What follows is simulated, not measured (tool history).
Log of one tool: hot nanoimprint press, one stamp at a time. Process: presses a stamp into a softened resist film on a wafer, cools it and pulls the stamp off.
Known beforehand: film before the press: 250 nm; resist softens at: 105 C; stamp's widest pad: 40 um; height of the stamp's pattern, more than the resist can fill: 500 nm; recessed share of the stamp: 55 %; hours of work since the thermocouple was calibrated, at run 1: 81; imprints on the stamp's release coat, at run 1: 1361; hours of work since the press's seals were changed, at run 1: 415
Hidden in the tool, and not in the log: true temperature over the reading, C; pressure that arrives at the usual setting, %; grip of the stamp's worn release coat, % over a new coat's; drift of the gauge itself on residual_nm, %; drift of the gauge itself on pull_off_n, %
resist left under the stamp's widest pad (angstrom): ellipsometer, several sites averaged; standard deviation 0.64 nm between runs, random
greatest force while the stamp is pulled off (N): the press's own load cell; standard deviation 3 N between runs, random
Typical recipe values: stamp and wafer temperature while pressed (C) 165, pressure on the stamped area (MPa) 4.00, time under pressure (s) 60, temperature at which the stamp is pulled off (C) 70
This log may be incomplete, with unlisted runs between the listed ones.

run   hour  stamp and wafer temperature while pressed (C)  pressure on the stamped area (MPa)  time under pressure (s)  temperature at which the stamp is pulled off (C)  hours of work since the thermocouple was calibrated  imprints on the stamp's release coat  hours of work since the press's seals were changed  resist left under the stamp's widest pad (angstrom)  greatest force while the stamp is pulled off (N)
  1    0.0                                            165                                4.00                       60                                                70                                                   81                                  1361                                                 415                                                 1269                                               181
  2   27.2                                            165                                4.00                       60                                                70                                                   94                                  1453                                                 428                                                 1271                                               177
  3   45.9                                            165                                5.57                       60                                                70                                                  102                                  1516                                                 437                                                 1094                                               179
  4   67.1                                            165                                5.57                       60                                                70                                                  112                                  1587                                                 447                                                 1072                                               187
  5   89.7                                            165                                4.00                       60                                                70                                                  123                                  1664                                                 457                                                 1269                                               190
  6  112.6                                            165                                4.00                       60                                                70                                                  134                                  1741                                                 468                                                 1260                                               183
  7  148.1                                            165                                4.00                       60                                                75                                                  151                                  1860                                                 485                                                 1266                                               174
     164.1  -- stamp cleaned and given a new release coat
  8  178.6                                            165                                4.00                       60                                                75                                                  162                                    49                                                 497                                                 1252                                               132
  9  202.2                                            165                                4.00                       60                                                77                                                  174                                   129                                                 508                                                 1258                                               129
 10  237.0                                            165                                4.00                       60                                                77                                                  190                                   246                                                 524                                                 1245                                               126
 11  262.3                                            165                                4.00                      110                                                77                                                  202                                   331                                                 536                                                  998                                               131
 12  276.6                                            165                                4.00                      110                                                77                                                  209                                   379                                                 543                                                 1013                                               133
 13  311.0                                            165                                4.00                       73                                                77                                                  225                                   495                                                 559                                                 1170                                               136
 14  339.7                                            164                                4.00                       60                                                70                                                  239                                   592                                                 573                                                 1292                                               157
 15  361.8                                            164                                4.00                       60                                                70                                                  249                                   667                                                 583                                                 1272                                               161
 16  379.4                                            164                                4.00                       60                                                70                                                  257                                   726                                                 591                                                 1277                                               161
 17  405.2                                            168                                4.03                       92                                                75                                                  270                                   813                                                 604                                                  964                                               151
 18  437.5                                            168                                4.03                       92                                                75                                                  285                                   922                                                 619                                                  963                                               159
 19  471.4                                            164                                4.37                       64                                                74                                                  301                                  1036                                                 635                                                 1197                                               156
 20  505.9                                            160                                4.00                       60                                                66                                                  317                                  1153                                                 651                                                 1447                                               178
 21  539.5                                            160                                4.00                       60                                                66                                                  333                                  1266                                                 667                                                 1432                                               185
 22  556.9                                            160                                4.00                       60                                                66                                                  341                                  1325                                                 675                                                 1431                                               186
 23  591.7                                            169                                4.00                       87                                                70                                                  358                                  1442                                                 692                                                  949                                               181
 24  615.9                                            165                                2.84                       63                                                70                                                  369                                  1523                                                 703                                                 1415                                               177
 25  634.2                                            165                                2.84                       63                                                70                                                  378                                  1585                                                 712                                                 1406                                               183
 26  664.2                                            165                                2.84                       63                                                70                                                  392                                  1686                                                 726                                                 1404                                               184
 27  694.6                                            165                                4.00                       50                                                70                                                  406                                  1789                                                 741                                                 1294                                               182
 28  718.8                                            165                                4.00                       50                                                70                                                  418                                  1870                                                 752                                                 1311                                               188
     733.3  -- stamp cleaned and given a new release coat
 29  752.0                                            163                                4.00                       60                                                60                                                  431                                    63                                                 765                                                 1293                                               170

For each entry between runs, how does the tool's hidden state at the last listed run before it compare with that at the first listed run after it?
After run 7, before run 8: stamp cleaned and given a new release coat (hour 164.1)
  true temperature over the reading, C: 1.02 -> 1.07; pressure that arrives at the usual setting, %: 98.29 -> 98.25; grip of the stamp's worn release coat, % over a new coat's: 37.9 -> 1
  measured value less the no-hidden-state value, resist left under the stamp's widest pad (angstrom): -31 -> -32; greatest force while the stamp is pulled off (N): +45 -> -1
After run 28, before run 29: stamp cleaned and given a new release coat (hour 733.3)
  true temperature over the reading, C: 2.28 -> 2.34; pressure that arrives at the usual setting, %: 97.32 -> 97.28; grip of the stamp's worn release coat, % over a new coat's: 38.1 -> 1.3
  measured value less the no-hidden-state value, resist left under the stamp's widest pad (angstrom): -75 -> -79; greatest force while the stamp is pulled off (N): +47 -> -4
